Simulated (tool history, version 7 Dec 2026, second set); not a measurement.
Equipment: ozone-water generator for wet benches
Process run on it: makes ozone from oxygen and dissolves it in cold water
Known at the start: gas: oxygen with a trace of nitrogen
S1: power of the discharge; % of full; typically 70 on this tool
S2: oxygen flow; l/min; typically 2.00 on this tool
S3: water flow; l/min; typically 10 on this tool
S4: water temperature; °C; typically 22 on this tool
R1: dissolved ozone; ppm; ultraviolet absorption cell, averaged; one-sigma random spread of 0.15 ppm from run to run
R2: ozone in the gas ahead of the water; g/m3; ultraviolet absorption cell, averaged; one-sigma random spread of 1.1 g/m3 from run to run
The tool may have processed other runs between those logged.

run,day,S1,S2,S3,S4,R1,R2
1,0.000,70,2.00,10,22,17.8,202.1
2,2.554,65,2.00,10,22,16.9,191.9
3,5.604,65,2.00,10,22,16.8,191.8
4,8.308,65,2.00,10,22,17.1,193.7
5,11.929,65,2.00,10,22,16.6,194.3
6,15.508,65,2.00,10,22,17.0,190.5
7,17.771,70,2.00,10,22,17.6,197.5
8,20.038,70,2.00,10,22,17.6,199.9
9,24.446,70,2.00,10,22,17.5,200.9
10,28.925,70,2.00,14,22,12.5,203.5
11,32.054,70,2.00,14,22,12.5,199.6
12,35.067,70,2.00,9,15,21.0,200.0
13,39.450,70,2.00,9,15,21.2,196.7
14,43.112,95,1.48,6,15,35.3,283.3
15,46.175,49,2.00,10,25,13.3,157.0
16,48.671,49,1.58,10,19,14.1,177.7
17,52.375,70,2.00,10,18,18.4,196.4
18,54.788,70,2.00,10,18,18.1,196.5
19,58.254,70,2.00,10,18,18.3,195.4
20,60.654,70,2.00,10,18,18.2,195.9
21,62.883,47,2.00,10,25,12.7,152.9
22,65.388,81,2.04,11,22,17.3,212.5

Forecast each of these 5 alternatives for the next run:
A,68.383,85,2.00,10,17,?,?
B,68.383,81,1.80,8,22,?,?
C,68.383,95,2.04,11,22,?,?
D,68.383,40,2.70,10,15,?,?
E,68.383,81,2.56,7,27,?,?

run,R1,R2
A,20.7,220.7
B,22.7,227.9
C,19.2,235.9
D,13.3,116.0
E,22.4,189.2
Take away the tool's hidden state, keep each run's random variation, and the runs would have read:
run,R1,R2
A,22.2,228.8
B,24.1,236.0
C,20.7,245.1
D,14.1,118.3
E,23.8,195.9
